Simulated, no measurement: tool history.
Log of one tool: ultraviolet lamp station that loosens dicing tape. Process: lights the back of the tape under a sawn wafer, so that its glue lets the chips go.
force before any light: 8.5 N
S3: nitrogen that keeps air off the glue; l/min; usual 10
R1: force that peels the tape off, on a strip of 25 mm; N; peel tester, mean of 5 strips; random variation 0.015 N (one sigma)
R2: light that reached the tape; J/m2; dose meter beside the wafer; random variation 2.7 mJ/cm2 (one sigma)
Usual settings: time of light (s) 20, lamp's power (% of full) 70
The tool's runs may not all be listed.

run 1 hour=0 | time_of_light_(s)=20 lamp's_power_(%_of_full)=70 S3=10 | R1=0.739 R2=3600
run 2 hour=35.9 | time_of_light_(s)=20 lamp's_power_(%_of_full)=70 S3=10 | R1=0.726 R2=3640
run 3 hour=69.4 | time_of_light_(s)=20 lamp's_power_(%_of_full)=70 S3=10 | R1=0.712 R2=3640
-- hour=103.9 window cleaned of glue's vapour
run 4 hour=120.7 | time_of_light_(s)=20 lamp's_power_(%_of_full)=70 S3=5 | R1=1.132 R2=3580
run 5 hour=169.3 | time_of_light_(s)=20 lamp's_power_(%_of_full)=70 S3=5 | R1=1.123 R2=3630
run 6 hour=218.5 | time_of_light_(s)=20 lamp's_power_(%_of_full)=70 S3=5 | R1=1.13 R2=3630
run 7 hour=250.4 | time_of_light_(s)=24 lamp's_power_(%_of_full)=70 S3=5 | R1=0.814 R2=4340
run 8 hour=276.2 | time_of_light_(s)=24 lamp's_power_(%_of_full)=70 S3=5 | R1=0.784 R2=4350
run 9 hour=315.2 | time_of_light_(s)=24 lamp's_power_(%_of_full)=70 S3=5 | R1=0.785 R2=4300
run 10 hour=354.5 | time_of_light_(s)=24 lamp's_power_(%_of_full)=70 S3=5 | R1=0.793 R2=4350
run 11 hour=382.2 | time_of_light_(s)=20 lamp's_power_(%_of_full)=93 S3=10 | R1=0.397 R2=4770
run 12 hour=411.3 | time_of_light_(s)=20 lamp's_power_(%_of_full)=95 S3=8 | R1=0.422 R2=4940
run 13 hour=460.6 | time_of_light_(s)=16 lamp's_power_(%_of_full)=91 S3=3 | R1=1.469 R2=3740
run 14 hour=485 | time_of_light_(s)=17 lamp's_power_(%_of_full)=91 S3=7 | R1=0.759 R2=3990
run 15 hour=529.4 | time_of_light_(s)=28 lamp's_power_(%_of_full)=81 S3=7 | R1=0.333 R2=5810
run 16 hour=571.8 | time_of_light_(s)=39 lamp's_power_(%_of_full)=60 S3=11 | R1=0.218 R2=6030
run 17 hour=597.1 | time_of_light_(s)=11 lamp's_power_(%_of_full)=73 S3=16 | R1=1.6 R2=2050
run 18 hour=637 | time_of_light_(s)=11 lamp's_power_(%_of_full)=87 S3=13 | R1=1.299 R2=2490

Run 19 comes next. What will it give?
run 19 hour=686.6 | time_of_light_(s)=38 lamp's_power_(%_of_full)=87 S3=13 | R1=? R2=?

Run 19 gave R1 0.153 N, R2 8490 J/m2.
Without the tool's hidden state the same run would have given R1 0.153 N, R2 8500 J/m2.
